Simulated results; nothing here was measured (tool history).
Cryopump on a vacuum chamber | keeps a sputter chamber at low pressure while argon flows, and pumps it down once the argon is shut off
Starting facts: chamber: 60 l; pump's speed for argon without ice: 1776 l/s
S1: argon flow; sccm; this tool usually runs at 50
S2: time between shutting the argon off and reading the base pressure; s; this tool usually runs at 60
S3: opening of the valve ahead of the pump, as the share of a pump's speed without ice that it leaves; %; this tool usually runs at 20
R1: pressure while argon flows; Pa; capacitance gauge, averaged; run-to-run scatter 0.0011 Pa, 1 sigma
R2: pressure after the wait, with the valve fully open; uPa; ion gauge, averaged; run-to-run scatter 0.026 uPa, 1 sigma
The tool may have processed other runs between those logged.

run 1 hour=0.0 | S1=50 S2=60 S3=20 | R1=0.2412 R2=1.49
run 2 hour=73.3 | S1=49 S2=60 S3=20 | R1=0.2384 R2=1.55
run 3 hour=144.5 | S1=23 S2=60 S3=20 | R1=0.1118 R2=1.58
run 4 hour=223.9 | S1=23 S2=60 S3=20 | R1=0.1121 R2=1.60
run 5 hour=277.2 | S1=23 S2=60 S3=20 | R1=0.1117 R2=1.57
run 6 hour=383.2 | S1=23 S2=60 S3=20 | R1=0.1123 R2=1.62
run 7 hour=457.4 | S1=23 S2=60 S3=20 | R1=0.1127 R2=1.66
run 8 hour=562.2 | S1=23 S2=60 S3=20 | R1=0.1133 R2=1.65
run 9 hour=645.5 | S1=23 S2=60 S3=20 | R1=0.1139 R2=1.64
run 10 hour=708.0 | S1=50 S2=300 S3=20 | R1=0.2463 R2=0.89
run 11 hour=776.1 | S1=50 S2=60 S3=20 | R1=0.2474 R2=1.65
run 12 hour=856.0 | S1=50 S2=60 S3=20 | R1=0.2470 R2=1.69
run 13 hour=906.0 | S1=50 S2=60 S3=20 | R1=0.2467 R2=1.69
run 14 hour=991.1 | S1=50 S2=60 S3=20 | R1=0.2488 R2=1.78
run 15 hour=1076.5 | S1=50 S2=60 S3=17 | R1=0.2899 R2=1.75
run 16 hour=1137.3 | S1=37 S2=60 S3=20 | R1=0.1849 R2=1.75
run 17 hour=1191.4 | S1=65 S2=203 S3=29 | R1=0.2278 R2=1.07
run 18 hour=1273.6 | S1=21 S2=63 S3=36 | R1=0.0611 R2=1.76
run 19 hour=1392.6 | S1=21 S2=85 S3=16 | R1=0.1316 R2=1.53
run 20 hour=1479.0 | S1=21 S2=85 S3=16 | R1=0.1302 R2=1.62
run 21 hour=1583.8 | S1=21 S2=85 S3=16 | R1=0.1304 R2=1.62
run 22 hour=1661.1 | S1=83 S2=60 S3=20 | R1=0.4227 R2=1.95
run 23 hour=1757.2 | S1=50 S2=50 S3=51 | R1=0.1095 R2=2.25
run 24 hour=1836.9 | S1=50 S2=24 S3=31 | R1=0.1706 R2=3.37
-- hour=1869.9 pump warmed up, emptied and cooled again
run 25 hour=1959.6 | S1=50 S2=24 S3=31 | R1=0.1548 R2=3.29
run 26 hour=2009.6 | S1=50 S2=24 S3=31 | R1=0.1551 R2=3.24
run 27 hour=2092.9 | S1=50 S2=24 S3=31 | R1=0.1554 R2=3.27
run 28 hour=2168.6 | S1=50 S2=24 S3=31 | R1=0.1572 R2=3.25
run 29 hour=2270.4 | S1=50 S2=24 S3=31 | R1=0.1561 R2=3.31
run 30 hour=2358.5 | S1=50 S2=24 S3=31 | R1=0.1577 R2=3.29

Each row is a separate what-if for the run after 30, all from the same tool condition, not one after another. Results?
run A hour=2416.7 | S1=30 S2=245 S3=25 | R1=? R2=?
run B hour=2416.7 | S1=34 S2=84 S3=20 | R1=? R2=?
run C hour=2416.7 | S1=50 S2=230 S3=20 | R1=? R2=?
run D hour=2416.7 | S1=50 S2=24 S3=22 | R1=? R2=?

run=A R1=0.1176 R2=1.12
run=B R1=0.1656 R2=1.62
run=C R1=0.2409 R2=1.14
run=D R1=0.2195 R2=3.32
With the hidden condition removed and each run's random variation left untouched, the same runs would have given:
run=A R1=0.1149 R2=0.40
run=B R1=0.1626 R2=0.89
run=C R1=0.2365 R2=0.41
run=D R1=0.2151 R2=2.60
